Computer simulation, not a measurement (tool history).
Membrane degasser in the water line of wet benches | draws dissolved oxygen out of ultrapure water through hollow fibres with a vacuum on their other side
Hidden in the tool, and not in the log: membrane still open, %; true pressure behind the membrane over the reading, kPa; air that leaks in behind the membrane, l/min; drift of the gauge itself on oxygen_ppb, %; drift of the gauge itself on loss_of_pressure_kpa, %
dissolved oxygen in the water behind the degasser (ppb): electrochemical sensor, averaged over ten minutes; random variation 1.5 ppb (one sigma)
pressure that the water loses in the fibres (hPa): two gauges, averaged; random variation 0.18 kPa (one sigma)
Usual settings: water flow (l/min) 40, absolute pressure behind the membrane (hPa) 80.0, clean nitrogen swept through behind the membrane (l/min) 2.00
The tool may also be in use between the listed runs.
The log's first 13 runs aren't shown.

run    hour  water flow (l/min)  absolute pressure behind the membrane (hPa)  clean nitrogen swept through behind the membrane (l/min)  hours since the membrane was changed  hours since the vacuum gauge was calibrated  hours since the vacuum lines were made tight  dissolved oxygen in the water behind the degasser (ppb)  pressure that the water loses in the fibres (hPa)
 14  1565.9                  40                                         80.0                                                      2.00                                  5208                                         2220                                          4822                                                    211.7                                              348.3
 15  1683.8                  24                                         80.0                                                      2.00                                  5326                                         2338                                          4940                                                    133.2                                              208.8
 16  1788.8                  24                                         80.0                                                      2.00                                  5431                                         2443                                          5045                                                    132.5                                              206.0
 17  1866.8                  40                                         80.0                                                      1.63                                  5509                                         2521                                          5123                                                    253.5                                              344.8
 18  1963.5                  42                                         80.3                                                      2.00                                  5605                                         2617                                          5219                                                    223.7                                              364.4
 19  2098.5                  42                                        112.7                                                      2.00                                  5740                                         2753                                          5354                                                    360.4                                              363.6
 20  2263.9                  44                                        129.0                                                      1.96                                  5906                                         2918                                          5520                                                    456.8                                              385.3
 21  2421.4                  55                                        108.2                                                      2.00                                  6063                                         3075                                          5677                                                    442.7                                              481.3
 22  2519.9                  34                                        108.2                                                      4.80                                  6162                                         3174                                          5776                                                    127.8                                              295.3
 23  2622.1                  28                                        102.6                                                      3.32                                  6264                                         3276                                          5878                                                    140.2                                              246.4
 24  2742.8                  28                                        102.6                                                      1.93                                  6385                                         3397                                          5999                                                    231.5                                              243.8
 25  2838.9                  28                                        102.6                                                      1.93                                  6481                                         3493                                          6095                                                    230.9                                              248.3
 26  2967.7                  43                                         80.0                                                      2.00                                  6609                                         3622                                          6224                                                    226.8                                              377.4
 27  3053.4                  43                                         80.0                                                      2.00                                  6695                                         3707                                          6309                                                    228.0                                              374.4
 28  3163.3                  62                                        199.0                                                      2.74                                  6805                                         3817                                          6419                                                    783.7                                              539.0
 29  3315.6                  62                                        199.0                                                      2.74                                  6957                                         3970                                          6571                                                    781.2                                              544.6
 30  3479.7                  34                                         99.6                                                      2.74                                  7122                                         4134                                          6736                                                    192.7                                              298.2
 31  3621.5                  34                                         52.6                                                      2.74                                  7263                                         4275                                          6877                                                     60.3                                              299.7
 32  3757.8                  42                                         52.6                                                      3.56                                  7400                                         4412                                          7014                                                     60.7                                              370.1

4 ways to go on from here, each from the tool as it stands after run 32. What would each give?
  A  3829.4                  32                                        106.1                                                      1.38                                  7471                                         4483                                          7085                                                        ?                                                  ?
  B  3829.4                  31                                         52.6                                                      1.06                                  7471                                         4483                                          7085                                                        ?                                                  ?
  C  3829.4                  42                                        119.0                                                      4.70                                  7471                                         4483                                          7085                                                        ?                                                  ?
  D  3829.4                  41                                        186.7                                                      2.00                                  7471                                         4483                                          7085                                                        ?                                                  ?

run  dissolved oxygen in the water behind the degasser (ppb)  pressure that the water loses in the fibres (hPa)
  A                                                    361.7                                              281.5
  B                                                    128.3                                              273.2
  C                                                    184.0                                              369.8
  D                                                    660.9                                              360.3
Without the tool's hidden state the same runs would have given:
run  dissolved oxygen in the water behind the degasser (ppb)  pressure that the water loses in the fibres (hPa)
  A                                                    361.4                                              274.3
  B                                                    128.0                                              266.2
  C                                                    183.9                                              360.3
  D                                                    660.7                                              351.1
